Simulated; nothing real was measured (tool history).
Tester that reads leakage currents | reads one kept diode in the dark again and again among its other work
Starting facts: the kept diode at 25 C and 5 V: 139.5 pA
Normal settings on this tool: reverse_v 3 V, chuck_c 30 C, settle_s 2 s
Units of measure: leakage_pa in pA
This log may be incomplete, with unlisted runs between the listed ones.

| run | hour | reverse_v | chuck_c | settle_s | leakage_pa |
|---|---|---|---|---|---|
| 1 | 0 | 3 | 30 | 2 | 143.41 |
| 2 | 64.9 | 1.64 | 30 | 2 | 100.73 |
| 3 | 105.6 | 3 | 30 | 2 | 143.27 |
| 4 | 174.5 | 3 | 30 | 2 | 141.96 |
|  | 213.4 | chuck's temperature calibrated |
| 5 | 257.8 | 3 | 30 | 2 | 155.86 |
| 6 | 307.5 | 3 | 30 | 2 | 154.74 |
| 7 | 406 | 3 | 30 | 2 | 155.13 |
| 8 | 449.9 | 1.61 | 30 | 2 | 106.78 |

Run 9, settings as shown, results not yet in. Your forecast:
| 9 | 509.8 | 16.87 | 22 | 4 | ? |

leakage_pa: 225.39 pA
Take away the tool's hidden state, keep the run-to-run variation as it was, and the same run would have given leakage_pa 220.43 pA.

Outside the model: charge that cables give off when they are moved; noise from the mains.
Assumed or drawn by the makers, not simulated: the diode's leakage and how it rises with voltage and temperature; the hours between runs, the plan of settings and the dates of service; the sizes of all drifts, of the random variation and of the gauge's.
